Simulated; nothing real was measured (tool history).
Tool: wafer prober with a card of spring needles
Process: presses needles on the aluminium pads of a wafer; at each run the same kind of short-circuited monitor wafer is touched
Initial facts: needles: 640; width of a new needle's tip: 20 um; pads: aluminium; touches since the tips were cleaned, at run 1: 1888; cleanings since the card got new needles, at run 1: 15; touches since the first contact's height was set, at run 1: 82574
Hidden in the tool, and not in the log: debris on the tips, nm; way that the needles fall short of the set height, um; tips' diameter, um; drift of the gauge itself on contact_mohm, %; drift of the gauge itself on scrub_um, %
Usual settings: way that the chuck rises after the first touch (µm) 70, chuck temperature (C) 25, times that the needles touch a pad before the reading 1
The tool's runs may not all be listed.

| run | hour | way that the chuck rises after the first touch (µm) | chuck temperature (C) | times that the needles touch a pad before the reading | touches since the tips were cleaned | cleanings since the card got new needles | touches since the first contact's height was set | resistance of one needle with its contact and lead (mohm) | way that a needle slides on the pad (µm) |
|---|---|---|---|---|---|---|---|---|---|
| 1 | 0.0 | 70 | 25 | 1 | 1888 | 15 | 82574 | 102 | 11.06 |
|  | 8.7 | tips cleaned on abrasive film |
| 2 | 11.1 | 70 | 25 | 1 | 871 | 16 | 86649 | 104 | 10.96 |
|  | 22.8 | tips cleaned on abrasive film |
| 3 | 27.0 | 70 | 55 | 1 | 1568 | 17 | 92522 | 107 | 11.01 |
|  | 37.1 | tips cleaned on abrasive film |
| 4 | 41.8 | 70 | 55 | 2 | 1768 | 18 | 98006 | 106 | 11.09 |
|  | 50.5 | tips cleaned on abrasive film |
| 5 | 50.5 | 55 | 25 | 1 | 0 | 19 | 101181 | 107 | 8.68 |
|  | 65.1 | tips cleaned on abrasive film |
| 6 | 66.2 | 55 | 25 | 1 | 400 | 20 | 106993 | 106 | 8.63 |
|  | 79.5 | tips cleaned on abrasive film |
| 7 | 80.0 | 55 | 25 | 1 | 194 | 21 | 112069 | 105 | 8.62 |
|  | 93.6 | tips cleaned on abrasive film |
| 8 | 97.3 | 55 | 25 | 1 | 1371 | 22 | 118468 | 104 | 8.57 |
|  | 107.0 | tips cleaned on abrasive film |
| 9 | 108.4 | 55 | 25 | 1 | 486 | 23 | 122533 | 106 | 8.62 |
| 10 | 118.2 | 70 | 25 | 2 | 4149 | 23 | 126196 | 103 | 11.01 |
|  | 121.1 | tips cleaned on abrasive film |
| 11 | 127.5 | 70 | 25 | 2 | 2373 | 24 | 129621 | 103 | 10.99 |
|  | 135.1 | tips cleaned on abrasive film |
| 12 | 145.5 | 70 | 25 | 2 | 3833 | 25 | 136243 | 101 | 10.97 |
|  | 148.4 | tips cleaned on abrasive film |
|  | 161.7 | tips cleaned on abrasive film |
| 13 | 161.7 | 70 | 25 | 2 | 0 | 27 | 142217 | 102 | 10.94 |
| 14 | 169.9 | 70 | 25 | 2 | 3051 | 27 | 145268 | 105 | 10.95 |
|  | 175.7 | tips cleaned on abrasive film |
| 15 | 178.0 | 70 | 25 | 2 | 868 | 28 | 148227 | 105 | 11.08 |
|  | 190.4 | tips cleaned on abrasive film |
| 16 | 192.7 | 70 | 25 | 2 | 868 | 29 | 153658 | 102 | 11.06 |
|  | 201.2 | height of the first contact set anew |
|  | 205.0 | tips cleaned on abrasive film |
| 17 | 210.1 | 70 | 25 | 2 | 1919 | 30 | 3288 | 102 | 11.05 |
|  | 219.0 | tips cleaned on abrasive film |
| 18 | 222.3 | 75 | 33 | 1 | 1244 | 31 | 7776 | 102 | 11.79 |
|  | 232.4 | tips cleaned on abrasive film |
| 19 | 233.6 | 55 | 70 | 3 | 472 | 32 | 11941 | 111 | 8.66 |
| 20 | 244.5 | 81 | 119 | 3 | 4514 | 32 | 15983 | 113 | 12.77 |
|  | 246.2 | tips cleaned on abrasive film |
| 21 | 256.1 | 57 | 77 | 2 | 3663 | 33 | 20252 | 111 | 8.96 |
|  | 260.3 | tips cleaned on abrasive film |
| 22 | 268.2 | 67 | 83 | 1 | 2946 | 34 | 24716 | 109 | 10.54 |
|  | 274.5 | tips cleaned on abrasive film |
| 23 | 286.0 | 70 | 25 | 2 | 4276 | 35 | 31294 | 103 | 11.02 |
|  | 288.4 | tips cleaned on abrasive film |
| 24 | 296.3 | 70 | 25 | 2 | 2913 | 36 | 35063 | 105 | 11.01 |
|  | 301.8 | tips cleaned on abrasive film |
| 25 | 308.7 | 70 | 25 | 2 | 2569 | 37 | 39663 | 101 | 11.04 |
|  | 315.6 | tips cleaned on abrasive film |
| 26 | 322.7 | 70 | 122 | 2 | 2636 | 38 | 44806 | 113 | 10.94 |
|  | 329.1 | tips cleaned on abrasive film |
| 27 | 338.9 | 70 | 122 | 2 | 3616 | 39 | 50775 | 116 | 11.04 |
|  | 343.2 | tips cleaned on abrasive film |
| 28 | 355.2 | 74 | 42 | 2 | 4455 | 40 | 56804 | 105 | 11.64 |
|  | 356.9 | tips cleaned on abrasive film |
|  | 370.4 | tips cleaned on abrasive film |
| 29 | 370.4 | 74 | 42 | 2 | 0 | 42 | 62401 | 104 | 11.66 |
|  | 384.4 | tips cleaned on abrasive film |
| 30 | 385.4 | 60 | 41 | 2 | 363 | 43 | 67921 | 109 | 9.46 |
| 31 | 396.8 | 70 | 84 | 1 | 4609 | 43 | 72167 | 111 | 11.10 |
|  | 398.5 | tips cleaned on abrasive film |
| 32 | 407.0 | 70 | 84 | 1 | 3152 | 44 | 75895 | 111 | 10.99 |
|  | 411.8 | tips cleaned on abrasive film |
| 33 | 422.6 | 70 | 71 | 1 | 4016 | 45 | 81672 | 109 | 11.04 |
|  | 425.2 | tips cleaned on abrasive film |
| 34 | 433.6 | 60 | 26 | 2 | 3122 | 46 | 85706 | 104 | 9.44 |

Entry by entry between the runs, the difference in hidden state between the last listed run before and the first listed run after:
Run 1 -> run 2: tips cleaned on abrasive film (hour 8.7)
  debris on the tips, nm: 1.5 -> 0.9; way that the needles fall short of the set height, um: 0.03 -> 0.04
Run 2 -> run 3: tips cleaned on abrasive film (hour 22.8)
  debris on the tips, nm: 0.9 -> 1.6
Run 3 -> run 4: tips cleaned on abrasive film (hour 37.1)
  both runs share identical hidden conditions
Run 4 -> run 5: tips cleaned on abrasive film (hour 50.5)
  debris on the tips, nm: 1.6 -> 0.2; tips' diameter, um: 20.01 -> 20.02
Run 5 -> run 6: tips cleaned on abrasive film (hour 65.1)
  debris on the tips, nm: 0.2 -> 0.5; way that the needles fall short of the set height, um: 0.04 -> 0.05
Run 6 -> run 7: tips cleaned on abrasive film (hour 79.5)
  debris on the tips, nm: 0.5 -> 0.4
Run 7 -> run 8: tips cleaned on abrasive film (hour 93.6)
  debris on the tips, nm: 0.4 -> 1.3
Run 8 -> run 9: tips cleaned on abrasive film (hour 107.0)
  debris on the tips, nm: 1.3 -> 0.6
Run 10 -> run 11: tips cleaned on abrasive film (hour 121.1)
  debris on the tips, nm: 2.5 -> 1.9
Run 11 -> run 12: tips cleaned on abrasive film (hour 135.1)
  debris on the tips, nm: 1.9 -> 2.4; way that the needles fall short of the set height, um: 0.05 -> 0.06
Run 12 -> run 13: tips cleaned on abrasive film (hour 148.4); tips cleaned on abrasive film (hour 161.7)
  debris on the tips, nm: 2.4 -> 0.3
Run 14 -> run 15: tips cleaned on abrasive film (hour 175.7)
  debris on the tips, nm: 2.3 -> 1
Run 15 -> run 16: tips cleaned on abrasive film (hour 190.4)
  debris on the tips, nm: 1 -> 1.1; way that the needles fall short of the set height, um: 0.06 -> 0.07
Run 16 -> run 17: height of the first contact set anew (hour 201.2); tips cleaned on abrasive film (hour 205.0)
  debris on the tips, nm: 1.1 -> 1.7; way that the needles fall short of the set height, um: 0.07 -> 0
Run 17 -> run 18: tips cleaned on abrasive film (hour 219.0)
  debris on the tips, nm: 1.7 -> 1.3
Run 18 -> run 19: tips cleaned on abrasive film (hour 232.4)
  debris on the tips, nm: 1.3 -> 0.6; way that the needles fall short of the set height, um: 0 -> 0.01
Run 20 -> run 21: tips cleaned on abrasive film (hour 246.2)
  debris on the tips, nm: 2.6 -> 2.4; tips' diameter, um: 20.02 -> 20.03
Run 21 -> run 22: tips cleaned on abrasive film (hour 260.3)
  debris on the tips, nm: 2.4 -> 2
Run 22 -> run 23: tips cleaned on abrasive film (hour 274.5)
  debris on the tips, nm: 2 -> 2.6
Run 23 -> run 24: tips cleaned on abrasive film (hour 288.4)
  debris on the tips, nm: 2.6 -> 2.1; way that the needles fall short of the set height, um: 0.01 -> 0.02
Run 24 -> run 25: tips cleaned on abrasive film (hour 301.8)
  debris on the tips, nm: 2.1 -> 2
Run 25 -> run 26: tips cleaned on abrasive film (hour 315.6)
  debris on the tips, nm: 2 -> 2.1
Run 26 -> run 27: tips cleaned on abrasive film (hour 329.1)
  debris on the tips, nm: 2.1 -> 2.4
Run 27 -> run 28: tips cleaned on abrasive film (hour 343.2)
  debris on the tips, nm: 2.4 -> 2.5
Run 28 -> run 29: tips cleaned on abrasive film (hour 356.9); tips cleaned on abrasive film (hour 370.4)
  debris on the tips, nm: 2.5 -> 0.2; way that the needles fall short of the set height, um: 0.02 -> 0.03
Run 29 -> run 30: tips cleaned on abrasive film (hour 384.4)
  debris on the tips, nm: 0.2 -> 0.7
Run 31 -> run 32: tips cleaned on abrasive film (hour 398.5)
  debris on the tips, nm: 2.7 -> 2.2
Run 32 -> run 33: tips cleaned on abrasive film (hour 411.8)
  debris on the tips, nm: 2.2 -> 2.5
Run 33 -> run 34: tips cleaned on abrasive film (hour 425.2)
  debris on the tips, nm: 2.5 -> 2.2; way that the needles fall short of the set height, um: 0.03 -> 0.04; tips' diameter, um: 20.03 -> 20.04
